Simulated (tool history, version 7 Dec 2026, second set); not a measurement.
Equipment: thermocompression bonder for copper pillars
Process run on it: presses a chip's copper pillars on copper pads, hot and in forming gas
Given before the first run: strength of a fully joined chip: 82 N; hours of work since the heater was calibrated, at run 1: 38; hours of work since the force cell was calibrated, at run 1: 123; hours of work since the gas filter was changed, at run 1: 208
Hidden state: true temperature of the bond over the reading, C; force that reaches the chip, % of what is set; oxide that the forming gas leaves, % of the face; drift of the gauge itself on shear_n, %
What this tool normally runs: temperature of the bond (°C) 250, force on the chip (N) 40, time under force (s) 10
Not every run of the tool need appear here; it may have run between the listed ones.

run,hour,temperature of the bond (°C),force on the chip (N),time under force (s),hours of work since the heater was calibrated,hours of work since the force cell was calibrated,hours of work since the gas filter was changed,force that shears a chip off (N)
1,0.0,250,40,10,38,123,208,42.9
2,7.7,250,40,10,43,128,213,43.2
3,14.2,250,40,19,48,133,217,51.4
4,19.4,250,40,19,51,136,221,52.1
5,24.9,250,40,19,55,140,225,51.8
6,32.4,256,40,10,60,145,230,45.8
7,40.7,256,40,10,66,151,236,46.4
8,46.4,250,40,10,70,155,240,42.4
9,53.7,265,40,10,75,160,245,50.4
10,62.2,265,40,10,81,166,251,49.9
11,66.5,265,40,10,84,169,254,50.6
12,72.5,260,58,25,88,173,258,65.9
13,81.2,260,58,25,94,179,264,65.8
# hour 83.6: heater calibrated with a thermocouple chip
14,88.6,261,40,9,3,183,267,46.1
15,95.6,250,39,26,8,187,272,54.0
16,101.5,245,40,15,12,191,276,44.2
17,107.8,250,48,10,17,196,281,45.0
18,116.6,250,48,10,23,202,287,46.2
19,121.8,269,40,7,26,206,290,47.4
20,128.5,269,40,7,31,210,295,46.5
21,135.3,269,40,7,36,215,300,45.5

What if the next run were any one of these 4? Each begins from the tool's condition after run 21:
# hour 137.0: forming gas filter changed
# hour 139.7: heater calibrated with a thermocouple chip, once more
A,145.2,250,52,10,4,220,4,?
# hour 137.0: forming gas filter changed
# hour 139.7: heater calibrated with a thermocouple chip, once more
B,145.2,227,44,9,4,220,4,?
# hour 137.0: forming gas filter changed
# hour 139.7: heater calibrated with a thermocouple chip, once more
C,145.2,250,40,18,4,220,4,?
# hour 137.0: forming gas filter changed
# hour 139.7: heater calibrated with a thermocouple chip, once more
D,145.2,269,59,7,4,220,4,?

run,force that shears a chip off (N)
A,53.6
B,34.6
C,55.9
D,61.8
With no hidden state in the tool, these same runs would have given:
run,force that shears a chip off (N)
A,53.7
B,34.8
C,56.1
D,62.1
